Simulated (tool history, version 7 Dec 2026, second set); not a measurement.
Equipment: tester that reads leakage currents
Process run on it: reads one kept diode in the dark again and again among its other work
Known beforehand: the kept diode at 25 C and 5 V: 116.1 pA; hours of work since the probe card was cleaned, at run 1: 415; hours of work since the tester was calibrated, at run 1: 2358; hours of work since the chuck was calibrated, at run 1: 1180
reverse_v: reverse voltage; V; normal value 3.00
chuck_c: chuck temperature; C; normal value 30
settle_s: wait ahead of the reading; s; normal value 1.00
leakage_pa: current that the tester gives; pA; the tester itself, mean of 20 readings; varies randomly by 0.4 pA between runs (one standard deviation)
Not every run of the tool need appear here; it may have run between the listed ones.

| run | hour | reverse_v | chuck_c | settle_s | hours of work since the probe card was cleaned | hours of work since the tester was calibrated | hours of work since the chuck was calibrated | leakage_pa |
|---|---|---|---|---|---|---|---|---|
| 1 | 0.0 | 3.00 | 30 | 1.00 | 415 | 2358 | 1180 | 133.49 |
|  | 80.2 | chuck's temperature calibrated |
| 2 | 191.0 | 3.00 | 44 | 1.00 | 522 | 2465 | 63 | 399.66 |
| 3 | 378.4 | 3.00 | 44 | 0.84 | 627 | 2571 | 168 | 399.27 |
| 4 | 594.2 | 3.00 | 44 | 0.84 | 749 | 2693 | 290 | 399.32 |
| 5 | 754.7 | 3.00 | 44 | 4.88 | 840 | 2783 | 381 | 396.45 |
| 6 | 877.6 | 3.00 | 44 | 4.88 | 909 | 2853 | 450 | 398.01 |
| 7 | 1062.7 | 3.00 | 57 | 4.88 | 1014 | 2957 | 555 | 1020.35 |
| 8 | 1202.3 | 3.00 | 57 | 4.88 | 1092 | 3036 | 633 | 1021.76 |
| 9 | 1332.2 | 3.00 | 57 | 4.88 | 1166 | 3109 | 707 | 1024.59 |
| 10 | 1527.6 | 3.00 | 57 | 4.88 | 1276 | 3219 | 817 | 1018.95 |
| 11 | 1632.1 | 3.00 | 57 | 4.88 | 1335 | 3278 | 876 | 1026.64 |
| 12 | 1741.6 | 4.03 | 30 | 1.00 | 1397 | 3340 | 938 | 158.20 |
| 13 | 1931.7 | 4.03 | 30 | 1.00 | 1504 | 3448 | 1045 | 158.28 |
| 14 | 2107.2 | 4.03 | 30 | 1.00 | 1603 | 3547 | 1144 | 158.06 |
|  | 2247.3 | chuck's temperature calibrated |
| 15 | 2247.3 | 4.03 | 30 | 1.00 | 1681 | 3625 | 0 | 157.58 |
| 16 | 2361.3 | 17.09 | 30 | 1.00 | 1745 | 3689 | 64 | 362.66 |
| 17 | 2528.1 | 3.99 | 24 | 1.00 | 1840 | 3783 | 158 | 94.54 |
| 18 | 2672.6 | 11.62 | 54 | 0.40 | 1921 | 3865 | 240 | 1804.99 |
| 19 | 2799.2 | 2.05 | 54 | 8.11 | 1993 | 3936 | 311 | 669.77 |
| 20 | 2974.8 | 2.05 | 54 | 8.11 | 2092 | 4035 | 411 | 666.97 |
| 21 | 3090.6 | 2.05 | 54 | 8.11 | 2157 | 4101 | 476 | 664.15 |
|  | 3258.3 | tester calibrated |
| 22 | 3258.3 | 6.63 | 29 | 3.32 | 2251 | 0 | 569 | 192.56 |
| 23 | 3397.0 | 6.63 | 29 | 3.32 | 2329 | 78 | 648 | 192.34 |
| 24 | 3605.4 | 6.63 | 29 | 3.32 | 2447 | 196 | 765 | 192.80 |
| 25 | 3709.2 | 6.63 | 29 | 3.32 | 2505 | 254 | 824 | 192.40 |
| 26 | 3839.6 | 6.63 | 29 | 3.32 | 2579 | 328 | 898 | 192.53 |
| 27 | 3982.7 | 1.26 | 43 | 1.64 | 2659 | 409 | 978 | 224.93 |

Run 28, settings as shown, results not yet in. Your forecast:
| 28 | 4168.5 | 3.00 | 42 | 1.35 | 2764 | 514 | 1083 | ? |

Run 28 measured leakage_pa 343.21 pA.
Without the tool's hidden state the same run would have given leakage_pa 343.04 pA.

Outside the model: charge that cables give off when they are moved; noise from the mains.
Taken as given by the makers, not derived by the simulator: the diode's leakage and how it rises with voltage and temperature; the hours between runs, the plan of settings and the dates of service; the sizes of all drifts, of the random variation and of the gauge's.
